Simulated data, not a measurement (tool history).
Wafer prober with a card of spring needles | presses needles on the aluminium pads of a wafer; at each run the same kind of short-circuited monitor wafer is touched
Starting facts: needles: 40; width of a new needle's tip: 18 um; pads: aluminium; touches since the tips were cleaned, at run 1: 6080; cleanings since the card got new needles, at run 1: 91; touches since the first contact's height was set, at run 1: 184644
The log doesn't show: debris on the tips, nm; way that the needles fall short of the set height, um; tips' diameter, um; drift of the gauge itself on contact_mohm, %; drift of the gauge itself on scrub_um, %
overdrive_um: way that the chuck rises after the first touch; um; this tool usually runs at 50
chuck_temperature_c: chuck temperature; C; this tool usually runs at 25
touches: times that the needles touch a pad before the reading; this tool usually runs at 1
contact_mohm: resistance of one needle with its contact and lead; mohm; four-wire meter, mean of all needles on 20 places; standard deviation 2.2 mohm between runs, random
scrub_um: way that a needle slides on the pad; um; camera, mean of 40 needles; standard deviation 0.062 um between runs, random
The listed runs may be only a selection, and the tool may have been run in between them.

| run | day | overdrive_um | chuck_temperature_c | touches | touches since the tips were cleaned | cleanings since the card got new needles | touches since the first contact's height was set | contact_mohm | scrub_um |
|---|---|---|---|---|---|---|---|---|---|
| 1 | 0 | 50 | 25 | 1 | 6080 | 91 | 184644 | 244 | 11.21 |
|  | 0.188 | tips cleaned on abrasive film |
|  | 1.112 | tips cleaned on abrasive film |
|  | 2.025 | tips cleaned on abrasive film |
| 2 | 2.658 | 50 | 44 | 1 | 5173 | 94 | 206372 | 251 | 11.11 |
|  | 2.85 | tips cleaned on abrasive film |
|  | 3.583 | height of the first contact set anew |
|  | 3.779 | tips cleaned on abrasive film |
|  | 4.671 | tips cleaned on abrasive film |
|  | 5.429 | tips cleaned on abrasive film |
| 3 | 5.762 | 50 | 44 | 1 | 2710 | 98 | 17783 | 249 | 11.2 |
|  | 6.296 | tips cleaned on abrasive film |
|  | 7.058 | tips cleaned on abrasive film |
|  | 7.967 | tips cleaned on abrasive film |
|  | 8.9 | tips cleaned on abrasive film |
| 4 | 9.025 | 50 | 101 | 1 | 1029 | 102 | 44460 | 265 | 11.21 |
|  | 9.783 | tips cleaned on abrasive film |
|  | 10.679 | tips cleaned on abrasive film |
|  | 11.488 | tips cleaned on abrasive film |
| 5 | 11.488 | 66 | 101 | 1 | 0 | 105 | 64593 | 260 | 14.88 |
|  | 12.433 | tips cleaned on abrasive film |
|  | 13.379 | tips cleaned on abrasive film |
| 6 | 13.592 | 66 | 101 | 1 | 1757 | 107 | 81838 | 258 | 14.74 |
|  | 14.162 | tips cleaned on abrasive film |
|  | 15.062 | tips cleaned on abrasive film |
|  | 15.821 | tips cleaned on abrasive film |
| 7 | 15.933 | 50 | 25 | 1 | 922 | 110 | 100987 | 239 | 11.34 |
|  | 16.65 | tips cleaned on abrasive film |
|  | 17.408 | tips cleaned on abrasive film |
|  | 18.346 | tips cleaned on abrasive film |
|  | 19.179 | tips cleaned on abrasive film |
| 8 | 19.179 | 50 | 25 | 1 | 0 | 114 | 127520 | 243 | 11.36 |
|  | 20.071 | tips cleaned on abrasive film |
|  | 20.975 | tips cleaned on abrasive film |
|  | 21.738 | tips cleaned on abrasive film |
|  | 22.683 | tips cleaned on abrasive film |
| 9 | 22.796 | 50 | 25 | 1 | 904 | 118 | 157092 | 243 | 11.31 |
|  | 23.554 | tips cleaned on abrasive film |
|  | 24.471 | tips cleaned on abrasive film |
|  | 25.229 | tips cleaned on abrasive film |
| 10 | 25.3 | 50 | 25 | 1 | 594 | 121 | 177591 | 240 | 11.39 |
|  | 26.012 | tips cleaned on abrasive film |
|  | 26.933 | tips cleaned on abrasive film |
|  | 27.792 | tips cleaned on abrasive film |
|  | 28.679 | tips cleaned on abrasive film |
| 11 | 28.738 | 50 | 25 | 1 | 470 | 125 | 205694 | 243 | 11.32 |
|  | 29.496 | tips cleaned on abrasive film |
|  | 29.867 | height of the first contact set anew |
|  | 30.4 | tips cleaned on abrasive film |
|  | 31.162 | tips cleaned on abrasive film |
|  | 32.058 | tips cleaned on abrasive film |
| 12 | 32.15 | 50 | 25 | 1 | 758 | 129 | 18664 | 247 | 11.39 |
|  | 32.908 | tips cleaned on abrasive film |
|  | 33.671 | tips cleaned on abrasive film |
| 13 | 33.758 | 50 | 25 | 2 | 727 | 131 | 31814 | 242 | 11.38 |
|  | 34.517 | tips cleaned on abrasive film |
|  | 35.454 | tips cleaned on abrasive film |
|  | 36.217 | tips cleaned on abrasive film |
| 14 | 36.871 | 50 | 25 | 2 | 5377 | 134 | 57282 | 244 | 11.39 |
|  | 37.062 | tips cleaned on abrasive film |
|  | 37.992 | tips cleaned on abrasive film |
|  | 38.754 | tips cleaned on abrasive film |
| 15 | 39.492 | 49 | 98 | 3 | 6062 | 137 | 78726 | 267 | 11.17 |
|  | 39.654 | tips cleaned on abrasive film |
|  | 40.567 | tips cleaned on abrasive film |
|  | 41.504 | tips cleaned on abrasive film |
|  | 42.4 | tips cleaned on abrasive film |
| 16 | 42.975 | 49 | 98 | 3 | 4736 | 141 | 107238 | 265 | 11.15 |
|  | 43.171 | tips cleaned on abrasive film |
|  | 44.092 | tips cleaned on abrasive film |
|  | 45.017 | tips cleaned on abrasive film |
|  | 45.883 | tips cleaned on abrasive film |
| 17 | 46.279 | 49 | 98 | 3 | 3245 | 145 | 134228 | 266 | 11.13 |
|  | 46.658 | tips cleaned on abrasive film |
|  | 47.421 | tips cleaned on abrasive film |
|  | 48.267 | tips cleaned on abrasive film |
| 18 | 48.267 | 49 | 98 | 3 | 0 | 148 | 150487 | 264 | 11.23 |
|  | 49.029 | tips cleaned on abrasive film |
|  | 49.921 | tips cleaned on abrasive film |
| 19 | 49.921 | 49 | 98 | 3 | 0 | 150 | 164000 | 263 | 11.2 |
|  | 50.812 | tips cleaned on abrasive film |
|  | 51.725 | tips cleaned on abrasive film |
|  | 52.662 | tips cleaned on abrasive film |
|  | 53.596 | tips cleaned on abrasive film |
| 20 | 53.596 | 35 | 38 | 1 | 0 | 154 | 194047 | 258 | 8 |
|  | 54.525 | tips cleaned on abrasive film |
|  | 55.475 | tips cleaned on abrasive film |
|  | 56.038 | height of the first contact set anew |
|  | 56.421 | tips cleaned on abrasive film |
| 21 | 56.508 | 52 | 28 | 1 | 729 | 157 | 3835 | 245 | 11.95 |
|  | 57.225 | gauge calibrated |
|  | 57.229 | tips cleaned on abrasive film |
|  | 57.992 | tips cleaned on abrasive film |
| 22 | 58.488 | 57 | 90 | 1 | 4063 | 159 | 20002 | 257 | 12.7 |
|  | 58.867 | tips cleaned on abrasive film |
|  | 59.629 | tips cleaned on abrasive film |
|  | 60.388 | tips cleaned on abrasive film |
|  | 61.325 | tips cleaned on abrasive film |
| 23 | 61.983 | 48 | 25 | 2 | 5416 | 163 | 48628 | 241 | 10.72 |
|  | 62.179 | tips cleaned on abrasive film |
|  | 63.058 | tips cleaned on abrasive film |
|  | 63.971 | tips cleaned on abrasive film |
|  | 64.921 | tips cleaned on abrasive film |
| 24 | 65.662 | 35 | 25 | 3 | 6105 | 167 | 78708 | 253 | 7.8 |
|  | 65.85 | tips cleaned on abrasive film |
|  | 66.612 | tips cleaned on abrasive film |
|  | 67.371 | tips cleaned on abrasive film |
| 25 | 67.396 | 62 | 105 | 1 | 200 | 170 | 92852 | 261 | 13.89 |
|  | 68.15 | tips cleaned on abrasive film |
|  | 69.083 | tips cleaned on abrasive film |
| 26 | 69.525 | 62 | 105 | 1 | 3651 | 172 | 110299 | 260 | 13.88 |
|  | 69.875 | tips cleaned on abrasive film |
|  | 70.638 | tips cleaned on abrasive film |
|  | 71.55 | tips cleaned on abrasive film |
|  | 72.45 | tips cleaned on abrasive film |
| 27 | 73.183 | 50 | 106 | 1 | 6030 | 176 | 140219 | 265 | 11.19 |

Consider 4 possible next runs. They are alternatives, not a sequence: every one starts from the tool as it was left by run 27. What does each give?
|  | 73.375 | tips cleaned on abrasive film |
|  | 74.138 | tips cleaned on abrasive film |
|  | 74.896 | tips cleaned on abrasive film |
|  | 75.842 | tips cleaned on abrasive film |
| A | 76.071 | 50 | 25 | 1 | 1913 | 180 | 163822 | ? | ? |
|  | 73.375 | tips cleaned on abrasive film |
|  | 74.138 | tips cleaned on abrasive film |
|  | 74.896 | tips cleaned on abrasive film |
|  | 75.842 | tips cleaned on abrasive film |
| B | 76.071 | 30 | 66 | 1 | 1913 | 180 | 163822 | ? | ? |
|  | 73.375 | tips cleaned on abrasive film |
|  | 74.138 | tips cleaned on abrasive film |
|  | 74.896 | tips cleaned on abrasive film |
|  | 75.842 | tips cleaned on abrasive film |
| C | 76.071 | 50 | 46 | 3 | 1913 | 180 | 163822 | ? | ? |
|  | 73.375 | tips cleaned on abrasive film |
|  | 74.138 | tips cleaned on abrasive film |
|  | 74.896 | tips cleaned on abrasive film |
|  | 75.842 | tips cleaned on abrasive film |
| D | 76.071 | 61 | 30 | 1 | 1913 | 180 | 163822 | ? | ? |

| run | contact_mohm | scrub_um |
|---|---|---|
| A | 243 | 11.37 |
| B | 268 | 6.84 |
| C | 250 | 11.21 |
| D | 238 | 13.81 |
With no hidden state in the tool, these same runs would have given:
| run | contact_mohm | scrub_um |
|---|---|---|
| A | 243 | 11.26 |
| B | 268 | 6.77 |
| C | 250 | 11.1 |
| D | 238 | 13.68 |

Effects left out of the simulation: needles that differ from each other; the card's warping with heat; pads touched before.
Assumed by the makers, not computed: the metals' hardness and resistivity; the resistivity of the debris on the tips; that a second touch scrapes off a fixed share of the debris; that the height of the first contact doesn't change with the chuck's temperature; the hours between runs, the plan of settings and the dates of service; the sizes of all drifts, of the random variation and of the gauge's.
